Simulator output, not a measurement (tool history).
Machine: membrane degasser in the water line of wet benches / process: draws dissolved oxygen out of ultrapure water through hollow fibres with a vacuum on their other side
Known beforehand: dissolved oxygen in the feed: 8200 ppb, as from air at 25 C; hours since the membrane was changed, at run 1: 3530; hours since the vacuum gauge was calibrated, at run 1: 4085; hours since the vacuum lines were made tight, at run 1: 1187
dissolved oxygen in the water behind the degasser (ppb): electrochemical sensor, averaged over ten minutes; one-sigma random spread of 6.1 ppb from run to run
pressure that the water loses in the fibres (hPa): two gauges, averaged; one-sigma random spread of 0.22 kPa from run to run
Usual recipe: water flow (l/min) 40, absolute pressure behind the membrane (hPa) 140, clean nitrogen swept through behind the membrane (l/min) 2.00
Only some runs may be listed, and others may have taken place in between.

run	hour	water flow (l/min)	absolute pressure behind the membrane (hPa)	clean nitrogen swept through behind the membrane (l/min)	hours since the membrane was changed	hours since the vacuum gauge was calibrated	hours since the vacuum lines were made tight	dissolved oxygen in the water behind the degasser (ppb)	pressure that the water loses in the fibres (hPa)
1	0.0	40	140	2.00	3530	4085	1187	652.7	546.4
2	102.3	40	140	2.00	3632	4188	1289	659.2	547.7
3	155.3	24	140	2.00	3685	4241	1342	362.4	325.5
4	233.2	25	140	2.00	3763	4318	1420	378.0	340.2
5	345.5	25	140	2.00	3875	4431	1532	371.3	341.0
6	447.7	40	140	2.00	3978	4533	1634	665.1	545.9
7	500.1	40	140	2.00	4030	4585	1687	659.2	548.5
8	584.1	40	140	2.00	4114	4669	1771	666.2	550.0
9	653.0	40	140	2.00	4183	4738	1840	668.2	552.2
10	729.3	58	140	2.00	4259	4815	1916	997.0	802.5
11	820.0	58	140	2.00	4350	4905	2007	999.5	798.8
12	924.3	64	140	2.00	4454	5010	2111	1092.3	885.1
13	982.9	64	91	2.00	4513	5068	2170	838.0	885.0
14	1078.1	40	140	4.52	4608	5163	2265	427.6	556.5
15	1146.7	40	140	4.52	4677	5232	2333	434.8	554.3
16	1230.8	40	140	2.00	4761	5316	2418	665.8	554.7
17	1333.9	40	222	2.00	4864	5419	2521	988.3	559.2
18	1445.5	32	204	2.34	4975	5531	2632	650.2	443.2
19	1499.6	55	153	1.24	5030	5585	2686	1293.1	767.5
20	1562.7	29	140	1.24	5093	5648	2749	641.7	407.6
21	1624.3	29	140	1.24	5154	5710	2811	651.6	408.2
22	1677.5	29	140	1.24	5207	5763	2864	637.2	403.5
23	1746.7	27	232	2.00	5277	5832	2933	667.2	380.1
24	1859.4	54	86	0.89	5389	5945	3046	942.1	757.7
25	1924.5	32	146	0.89	5454	6010	3111	932.9	448.8
26	1995.2	32	338	0.89	5525	6080	3182	1924.6	450.0
27	2085.1	31	140	2.00	5615	6170	3272	506.9	437.9
28	2197.9	61	168	2.15	5728	6283	3385	1190.4	861.6
29	2288.9	33	98	2.15	5819	6374	3476	391.9	464.6
30	2373.1	33	98	2.15	5903	6458	3560	386.6	464.5
31	2481.4	34	176	2.00	6011	6567	3668	696.9	482.5

How would selected steps in dissolved oxygen in the water behind the degasser (ppb) from run to run divide? Give the signed amount a tool lacking its hidden state would still show from settings, what came in and random variation, and the signed amount left for the hidden state, including any gauge scatter that is not in both of the compared results.
Unlogged tool condition in this case: membrane still open, %; true pressure behind the membrane over the reading, kPa; air that leaks in behind the membrane, l/min; drift of the gauge itself on oxygen_ppb, %; drift of the gauge itself on loss_of_pressure_kpa, %.
Run 23 -> 24: water flow (l/min) 27 -> 54, absolute pressure behind the membrane (hPa) 232 -> 86, clean nitrogen swept through behind the membrane (l/min) 2.00 -> 0.89. dissolved oxygen in the water behind the degasser (ppb) +274.9: hidden state +69.0, all else +205.9.
Run 25 -> 26: absolute pressure behind the membrane (hPa) 146 -> 338. dissolved oxygen in the water behind the degasser (ppb) +991.7: hidden state -9.1, all else +1000.8.
Run 26 -> 27: water flow (l/min) 32 -> 31, absolute pressure behind the membrane (hPa) 338 -> 140, clean nitrogen swept through behind the membrane (l/min) 0.89 -> 2.00. dissolved oxygen in the water behind the degasser (ppb) -1417.7: hidden state +3.1, all else -1420.8.
Run 27 -> 28: water flow (l/min) 31 -> 61, absolute pressure behind the membrane (hPa) 140 -> 168, clean nitrogen swept through behind the membrane (l/min) 2.00 -> 2.15. dissolved oxygen in the water behind the degasser (ppb) +683.5: hidden state +59.7, all else +623.8.
Run 28 -> 29: water flow (l/min) 61 -> 33, absolute pressure behind the membrane (hPa) 168 -> 98. dissolved oxygen in the water behind the degasser (ppb) -798.5: hidden state -52.1, all else -746.4.
